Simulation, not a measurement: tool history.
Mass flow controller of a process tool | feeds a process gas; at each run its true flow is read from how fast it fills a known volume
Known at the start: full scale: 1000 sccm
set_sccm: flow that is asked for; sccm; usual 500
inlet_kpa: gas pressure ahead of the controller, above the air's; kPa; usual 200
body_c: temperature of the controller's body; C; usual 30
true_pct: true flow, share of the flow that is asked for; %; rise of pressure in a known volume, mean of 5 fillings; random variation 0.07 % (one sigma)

{"run": 1, "hour": 0.0, "set_sccm": 500, "inlet_kpa": 200, "body_c": 30, "true_pct": 97.28}
{"run": 2, "hour": 72.5, "set_sccm": 500, "inlet_kpa": 200, "body_c": 30, "true_pct": 97.39}
{"run": 3, "hour": 156.3, "set_sccm": 500, "inlet_kpa": 200, "body_c": 30, "true_pct": 97.19}
{"run": 4, "hour": 213.7, "set_sccm": 500, "inlet_kpa": 200, "body_c": 30, "true_pct": 97.21}
{"run": 5, "hour": 299.1, "set_sccm": 195, "inlet_kpa": 200, "body_c": 30, "true_pct": 95.6}
{"run": 6, "hour": 376.7, "set_sccm": 195, "inlet_kpa": 200, "body_c": 30, "true_pct": 95.63}
{"run": 7, "hour": 455.7, "set_sccm": 190, "inlet_kpa": 200, "body_c": 30, "true_pct": 95.6}
{"run": 8, "hour": 555.1, "set_sccm": 190, "inlet_kpa": 200, "body_c": 30, "true_pct": 95.51}
{"run": 9, "hour": 606.5, "set_sccm": 215, "inlet_kpa": 249, "body_c": 30, "true_pct": 95.28}
{"run": 10, "hour": 721.0, "set_sccm": 147, "inlet_kpa": 234, "body_c": 33, "true_pct": 94.14}
{"run": 11, "hour": 832.2, "set_sccm": 709, "inlet_kpa": 234, "body_c": 33, "true_pct": 97.12}
{"run": 12, "hour": 915.8, "set_sccm": 320, "inlet_kpa": 225, "body_c": 40, "true_pct": 94.84}
{"run": 13, "hour": 978.7, "set_sccm": 320, "inlet_kpa": 225, "body_c": 40, "true_pct": 94.9}
{"run": 14, "hour": 1091.5, "set_sccm": 320, "inlet_kpa": 165, "body_c": 27, "true_pct": 96.74}
{"run": 15, "hour": 1162.3, "set_sccm": 320, "inlet_kpa": 166, "body_c": 27, "true_pct": 96.74}

5 ways to go on from here, each from the tool as it stands after run 15. What would each give?
{"run": "A", "hour": 1220.4, "set_sccm": 500, "inlet_kpa": 247, "body_c": 21, "true_pct": "?"}
{"run": "B", "hour": 1220.4, "set_sccm": 257, "inlet_kpa": 206, "body_c": 38, "true_pct": "?"}
{"run": "C", "hour": 1220.4, "set_sccm": 320, "inlet_kpa": 247, "body_c": 27, "true_pct": "?"}
{"run": "D", "hour": 1220.4, "set_sccm": 729, "inlet_kpa": 200, "body_c": 31, "true_pct": "?"}
{"run": "E", "hour": 1220.4, "set_sccm": 320, "inlet_kpa": 223, "body_c": 26, "true_pct": "?"}

run=A true_pct=97.72
run=B true_pct=94.65
run=C true_pct=96.04
run=D true_pct=97.6
run=E true_pct=96.28
Without the tool's hidden state the same runs would have given:
run=A true_pct=98.91
run=B true_pct=96.42
run=C true_pct=97.58
run=D true_pct=98.59
run=E true_pct=97.81
